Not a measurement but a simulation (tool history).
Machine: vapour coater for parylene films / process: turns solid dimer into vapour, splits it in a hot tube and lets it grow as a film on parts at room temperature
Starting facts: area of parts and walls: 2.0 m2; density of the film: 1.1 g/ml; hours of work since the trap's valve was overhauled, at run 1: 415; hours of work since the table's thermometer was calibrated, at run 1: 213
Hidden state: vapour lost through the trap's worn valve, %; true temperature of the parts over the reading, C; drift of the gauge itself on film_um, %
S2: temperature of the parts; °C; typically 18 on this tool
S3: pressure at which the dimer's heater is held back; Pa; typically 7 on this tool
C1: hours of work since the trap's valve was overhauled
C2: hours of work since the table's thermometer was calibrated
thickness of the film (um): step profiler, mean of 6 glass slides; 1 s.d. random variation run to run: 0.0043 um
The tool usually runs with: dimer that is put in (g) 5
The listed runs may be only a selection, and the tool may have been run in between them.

Run 1, hour 0: usual settings; C1 415; C2 213. Result: thickness of the film (um) 1.237.
Run 2, hour 13: usual settings; C1 422; C2 221. Result: thickness of the film (um) 1.245.
Run 3, hour 42.1: usual settings; C1 439; C2 238. Result: thickness of the film (um) 1.245.
Run 4, hour 73.7: usual settings but S2 16 °C; C1 458; C2 256. Result: thickness of the film (um) 1.334.
Run 5, hour 87.2: usual settings but dimer that is put in (g) 2; C1 465; C2 264. Result: thickness of the film (um) 0.504.
At hour 106.7: trap's valve overhauled.
Run 6, hour 117.8: usual settings but dimer that is put in (g) 2; C1 6; C2 279. Result: thickness of the film (um) 0.5.
Run 7, hour 133.7: usual settings but dimer that is put in (g) 2; C1 16; C2 288. Result: thickness of the film (um) 0.508.
Run 8, hour 164.4: usual settings but dimer that is put in (g) 2; C1 33; C2 306. Result: thickness of the film (um) 0.5.
Run 9, hour 179.8: usual settings but S2 14 °C; C1 42; C2 315. Result: thickness of the film (um) 1.447.
Run 10, hour 208.8: usual settings but S2 14 °C; C1 59; C2 332. Result: thickness of the film (um) 1.457.
Run 11, hour 238.7: usual settings but S2 14 °C; C1 76; C2 349. Result: thickness of the film (um) 1.455.
Run 12, hour 268: usual settings but dimer that is put in (g) 3, S2 14 °C; C1 93; C2 366. Result: thickness of the film (um) 0.881.
Run 13, hour 292.7: usual settings; C1 107; C2 380. Result: thickness of the film (um) 1.265.
Run 14, hour 314.1: usual settings; C1 120; C2 393. Result: thickness of the film (um) 1.275.
Run 15, hour 328: usual settings; C1 128; C2 401. Result: thickness of the film (um) 1.27.
Run 16, hour 357.6: usual settings but dimer that is put in (g) 3; C1 145; C2 418. Result: thickness of the film (um) 0.762.
Run 17, hour 373.8: usual settings but S2 29 °C; C1 154; C2 427. Result: thickness of the film (um) 0.854.
Run 18, hour 404: usual settings but S2 21 °C; C1 172; C2 445. Result: thickness of the film (um) 1.144.
At hour 410.4: gauge calibrated.
Run 19, hour 435.2: usual settings but S2 22 °C; C1 190; C2 463. Result: thickness of the film (um) 1.078.
Run 20, hour 462: usual settings but S2 22 °C; C1 205; C2 478. Result: thickness of the film (um) 1.083.
Run 21, hour 477.3: usual settings but S2 25 °C; C1 214; C2 487. Result: thickness of the film (um) 0.975.
Run 22, hour 504.4: usual settings but S2 25 °C; C1 230; C2 503. Result: thickness of the film (um) 0.976.
Run 23, hour 522.9: usual settings but S2 25 °C; C1 241; C2 513. Result: thickness of the film (um) 0.973.
Run 24, hour 546.4: usual settings but S2 25 °C; C1 254; C2 527. Result: thickness of the film (um) 0.978.
Run 25, hour 573.9: usual settings but dimer that is put in (g) 2, S2 26 °C, S3 9.18 Pa; C1 270; C2 543. Result: thickness of the film (um) 0.347.
Run 26, hour 601.7: usual settings but dimer that is put in (g) 2, S2 26 °C, S3 9.18 Pa; C1 286; C2 559. Result: thickness of the film (um) 0.353.
Run 27, hour 621.7: usual settings but dimer that is put in (g) 2, S2 26 °C, S3 9.18 Pa; C1 298; C2 570. Result: thickness of the film (um) 0.347.
Run 28, hour 645.9: usual settings but dimer that is put in (g) 2, S2 26 °C, S3 4 Pa; C1 312; C2 584. Result: thickness of the film (um) 0.433.
Run 29, hour 676.5: usual settings but dimer that is put in (g) 3, S2 22 °C, S3 7.31 Pa; C1 329; C2 602. Result: thickness of the film (um) 0.646.
Run 30, hour 697.6: usual settings but S2 11 °C, S3 7.65 Pa; C1 342; C2 614. Result: thickness of the film (um) 1.59.
Run 31, hour 722.4: usual settings but dimer that is put in (g) 8, S2 26 °C, S3 3.41 Pa; C1 356; C2 629. Result: thickness of the film (um) 1.821.
Run 32, hour 745: usual settings but dimer that is put in (g) 6, S2 28 °C, S3 3.05 Pa; C1 369; C2 642. Result: thickness of the film (um) 1.313.
Run 33, hour 766.7: usual settings but dimer that is put in (g) 6, S2 19 °C, S3 3.05 Pa; C1 382; C2 654. Result: thickness of the film (um) 1.806.
Run 34, hour 792.1: usual settings but dimer that is put in (g) 4; C1 396; C2 669. Result: thickness of the film (um) 1.019.
At hour 803.8: gauge calibrated.
Run 35, hour 805.1: usual settings but dimer that is put in (g) 6, S2 16 °C, S3 10.36 Pa; C1 404; C2 676. Result: thickness of the film (um) 1.452.
Run 36, hour 818: usual settings but dimer that is put in (g) 3, S2 11 °C; C1 411; C2 684. Result: thickness of the film (um) 0.961.
Run 37, hour 835.8: usual settings but dimer that is put in (g) 7, S2 19 °C, S3 5.3 Pa; C1 422; C2 694. Result: thickness of the film (um) 1.797.
Run 38, hour 855.4: usual settings but dimer that is put in (g) 7, S2 19 °C, S3 5.3 Pa; C1 433; C2 706. Result: thickness of the film (um) 1.802.
Run 39, hour 885.3: usual settings but dimer that is put in (g) 7, S2 12 °C, S3 10.01 Pa; C1 450; C2 723. Result: thickness of the film (um) 1.983.
Run 40, hour 903.6: usual settings but dimer that is put in (g) 6, S3 2.38 Pa; C1 461; C2 733. Result: thickness of the film (um) 1.958.
Run 41, hour 921.8: usual settings but dimer that is put in (g) 6, S3 2.38 Pa; C1 471; C2 744. Result: thickness of the film (um) 1.959.
At hour 930.9: trap's valve overhauled.
Run 42, hour 939.1: usual settings but S3 2.33 Pa; C1 5; C2 752. Result: thickness of the film (um) 1.649.
Run 43, hour 952: usual settings but dimer that is put in (g) 2, S2 17 °C, S3 3.77 Pa; C1 12; C2 759. Result: thickness of the film (um) 0.605.
Run 44, hour 980.8: usual settings but dimer that is put in (g) 2, S3 4.02 Pa; C1 29; C2 776. Result: thickness of the film (um) 0.575.
Run 45, hour 999.5: usual settings but dimer that is put in (g) 2, S3 4.51 Pa; C1 40; C2 787. Result: thickness of the film (um) 0.56.
Run 46, hour 1021.1: usual settings but dimer that is put in (g) 3, S2 21 °C, S3 9.44 Pa; C1 52; C2 799. Result: thickness of the film (um) 0.631.
Run 47, hour 1036.7: usual settings but dimer that is put in (g) 7, S2 11 °C, S3 11.38 Pa; C1 61; C2 808. Result: thickness of the film (um) 2.012.

Here are 4 independent what-if runs from the current tool condition. What would each one return?
Run A, hour 1060.5: usual settings but S2 13 °C, S3 9.57 Pa; C1 75; C2 822. Result: thickness of the film (um) ?.
Run B, hour 1060.5: usual settings but dimer that is put in (g) 4, S2 27 °C; C1 75; C2 822. Result: thickness of the film (um) ?.
Run C, hour 1060.5: usual settings but S2 16 °C, S3 8.25 Pa; C1 75; C2 822. Result: thickness of the film (um) ?.
Run D, hour 1060.5: usual settings but dimer that is put in (g) 4, S2 23 °C, S3 8.25 Pa; C1 75; C2 822. Result: thickness of the film (um) ?.

run  thickness of the film (um)
  A                       1.402
  B                       0.738
  C                       1.304
  D                       0.808
With no hidden state in the tool, these same runs would have given:
run  thickness of the film (um)
  A                       1.376
  B                       0.725
  C                        1.28
  D                       0.793
